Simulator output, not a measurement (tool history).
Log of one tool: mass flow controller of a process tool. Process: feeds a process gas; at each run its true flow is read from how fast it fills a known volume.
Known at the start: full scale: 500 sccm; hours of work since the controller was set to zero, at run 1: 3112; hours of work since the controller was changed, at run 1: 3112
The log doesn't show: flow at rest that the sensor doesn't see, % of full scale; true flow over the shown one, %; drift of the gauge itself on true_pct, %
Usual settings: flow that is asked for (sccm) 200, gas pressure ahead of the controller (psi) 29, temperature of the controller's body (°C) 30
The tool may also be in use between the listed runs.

run	hour	flow that is asked for (sccm)	gas pressure ahead of the controller (psi)	temperature of the controller's body (°C)	hours of work since the controller was set to zero	hours of work since the controller was changed	true flow (%)
1	0	200	29	30	3112	3112	102.28
2	98.3	200	29	30	3188	3188	102.27
3	169	200	29	30	3242	3242	102.41
4	247.7	200	29	30	3303	3303	102.4
5	317.1	200	29	30	3356	3356	102.62
6	362.2	201	29	30	3391	3391	102.66
7	406	201	29	30	3425	3425	102.7
8	466.5	200	20.6	30	3471	3471	102.98
9	562.2	200	38.9	30	3545	3545	102.22
10	656.8	200	38.9	33	3618	3618	102.33
11	755.1	200	38.9	33	3693	3693	102.44
12	802.2	200	38.9	33	3730	3730	102.46
13	866.4	200	38.9	33	3779	3779	102.57
14	937.9	200	29	33	3834	3834	103.19
15	1043.1	200	29	33	3915	3915	103.36
16	1099.7	200	29	27	3959	3959	102.85
17	1198.1	200	24.2	30	4035	4035	103.39
18	1258.5	200	24.2	30	4081	4081	103.5
# hour 1268: controller's zero set anew
19	1324.8	200	29	21	44	4132	104.56
20	1418.6	200	29	21	116	4204	104.71
21	1470.9	200	29	21	156	4244	104.73
22	1551.1	200	29	21	218	4306	104.78
23	1642.4	200	24.5	21	288	4376	105.13
# hour 1687.8: controller's zero set anew, once more
24	1733.7	200	25.7	21	35	4446	99.57
25	1807.3	360	26	39	92	4503	101.57
26	1889.3	360	26	39	155	4566	101.56
27	1942.1	360	26	39	196	4607	101.64
28	1993.6	360	26	39	235	4646	101.67
29	2080.9	360	26	39	303	4713	101.68
30	2173.9	79	33.2	28	374	4785	99.89
31	2228.7	381	34.8	32	416	4827	101.03
32	2287.5	73	32.6	30	462	4873	100.22
33	2343.5	269	30.2	27	505	4916	100.57
34	2446.4	138	27.3	30	584	4995	100.59
35	2494	54	31.8	30	621	5032	101.07
36	2551.2	54	31.8	30	665	5076	101.21
37	2597.7	60	29	26	701	5111	100.95
38	2697.6	60	29	26	778	5188	101.11
39	2757.4	422	29	30	824	5234	101.43
40	2833.6	96	37.9	24	882	5293	100.25
41	2900	96	37.9	24	933	5344	100.26
42	2990.8	96	26.7	39	1003	5414	102.17
43	3067.1	96	26.7	39	1062	5473	102.27
44	3168.1	312	36.4	23	1140	5551	100.28
45	3266.7	207	36.4	25	1216	5627	100.38
46	3338.9	89	26.7	40	1271	5682	102.79
47	3431.6	133	35.2	20	1343	5753	100.36

Hidden state or all else? Some run-to-run changes of true flow (%), split into what the settings, what came in and random variation would give without the hidden state, and what is left for the hidden state (with any gauge scatter that isn't in both results):
Run 18 -> 19: gas pressure ahead of the controller (psi) 24.2 -> 29, temperature of the controller's body (°C) 30 -> 21, controller's zero set anew. true flow (%) +1.06: hidden state +2.01, all else -0.95.
Run 23 -> 24: gas pressure ahead of the controller (psi) 24.5 -> 25.7, controller's zero set anew, once more. true flow (%) -5.56: hidden state -5.46, all else -0.1.
Run 38 -> 39: flow that is asked for (sccm) 60 -> 422, temperature of the controller's body (°C) 26 -> 30. true flow (%) +0.32: hidden state -1.86, all else +2.18.
Run 45 -> 46: flow that is asked for (sccm) 207 -> 89, gas pressure ahead of the controller (psi) 36.4 -> 26.7, temperature of the controller's body (°C) 25 -> 40. true flow (%) +2.41: hidden state +1.42, all else +0.99.
Run 46 -> 47: flow that is asked for (sccm) 89 -> 133, gas pressure ahead of the controller (psi) 26.7 -> 35.2, temperature of the controller's body (°C) 40 -> 20. true flow (%) -2.43: hidden state -0.7, all else -1.73.
